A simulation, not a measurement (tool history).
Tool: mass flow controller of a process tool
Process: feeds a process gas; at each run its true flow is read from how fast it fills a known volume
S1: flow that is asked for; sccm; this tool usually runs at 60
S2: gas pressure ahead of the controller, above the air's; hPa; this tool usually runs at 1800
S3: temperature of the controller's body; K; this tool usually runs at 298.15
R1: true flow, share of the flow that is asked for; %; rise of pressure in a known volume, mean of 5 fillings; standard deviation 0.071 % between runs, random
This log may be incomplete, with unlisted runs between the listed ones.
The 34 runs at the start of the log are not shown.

{"run": 35, "hour": 6700.8, "S1": 35, "S2": 2760, "S3": 298.15, "R1": 98.96}
{"run": 36, "hour": 6945.1, "S1": 60, "S2": 2510, "S3": 298.15, "R1": 99.99}
{"hour": 7088.1, "done": "controller's zero set anew, once more"}
{"run": 37, "hour": 7107.5, "S1": 28, "S2": 2320, "S3": 299.15, "R1": 100.32}
{"run": 38, "hour": 7385.3, "S1": 75, "S2": 2320, "S3": 299.15, "R1": 101.22}
{"run": 39, "hour": 7650.9, "S1": 60, "S2": 1620, "S3": 300.15, "R1": 101.33}
{"run": 40, "hour": 7894.2, "S1": 60, "S2": 1620, "S3": 298.15, "R1": 101.4}
{"run": 41, "hour": 8044.3, "S1": 26, "S2": 1620, "S3": 297.15, "R1": 100.77}
{"run": 42, "hour": 8283.0, "S1": 11, "S2": 2310, "S3": 296.15, "R1": 99.93}
{"run": 43, "hour": 8548.1, "S1": 11, "S2": 2210, "S3": 298.15, "R1": 99.95}
{"run": 44, "hour": 8723.0, "S1": 36, "S2": 1870, "S3": 296.15, "R1": 101.02}
{"run": 45, "hour": 8875.3, "S1": 92, "S2": 2540, "S3": 298.15, "R1": 101.62}
{"run": 46, "hour": 9131.6, "S1": 92, "S2": 2540, "S3": 298.15, "R1": 101.66}
{"run": 47, "hour": 9358.1, "S1": 92, "S2": 2540, "S3": 298.15, "R1": 101.81}
{"run": 48, "hour": 9612.1, "S1": 92, "S2": 2540, "S3": 298.15, "R1": 101.99}

Predict each of these 3 candidate next runs independently; none follows another, all start after run 48:
{"run": "A", "hour": 9834.9, "S1": 24, "S2": 2540, "S3": 298.15, "R1": "?"}
{"run": "B", "hour": 9834.9, "S1": 29, "S2": 1700, "S3": 306.15, "R1": "?"}
{"run": "C", "hour": 9834.9, "S1": 92, "S2": 2200, "S3": 298.15, "R1": "?"}

run=A R1=100.38
run=B R1=100.79
run=C R1=102.16
Stripped of hidden state, with their random variation kept, the same runs would have yielded:
run=A R1=98.49
run=B R1=98.8
run=C R1=99.82
